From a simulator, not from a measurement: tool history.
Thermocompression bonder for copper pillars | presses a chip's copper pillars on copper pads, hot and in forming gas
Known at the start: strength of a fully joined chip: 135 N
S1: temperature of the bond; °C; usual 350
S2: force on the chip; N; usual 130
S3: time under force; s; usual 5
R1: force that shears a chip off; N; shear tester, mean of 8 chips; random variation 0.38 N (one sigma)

run     day   S1   S2  S3     R1
  1       0  350  130   5     67
  2   0.696  350  130   5   65.7
      0.962  -- forming gas filter changed
  3   1.246  350  130   5   69.4
  4       2  367  130   5   76.8
  5   2.825  367  130   5   76.4
  6   3.329  350  130   5   67.6
  7   4.146  350  130   5   67.6
  8   4.746  350  130   5   68.1
  9   5.221  350  130   5   67.8
 10   5.858  350  130   5   67.2
 11   6.458  350  130   5   66.4
 12   7.008  350  130   5   66.8
 13   7.654  349  129  12     86
 14   8.233  350  148  10   90.9
 15   8.825  350  148  12   93.9
      9.246  -- forming gas filter changed
 16   9.617  350  148  12   97.8
 17    10.4  350  148  12   97.3
 18  10.958  350  148   6   80.1
 19  11.762  380  143  11  104.2
 20  12.467  350  130   3   56.3
 21   13.05  350  121   8   73.2
 22  13.512  350  160   3   67.1

Forecast each of these 3 alternatives for the next run:
  A  13.95  363  113   3   ?
  B  13.95  356  160   3   ?
  C  13.95  370   79   4   ?

run    R1
  A  53.3
  B  69.6
  C  42.8
Without the tool's hidden state the same runs would have given:
run    R1
  A  57.4
  B  74.6
  C  46.3
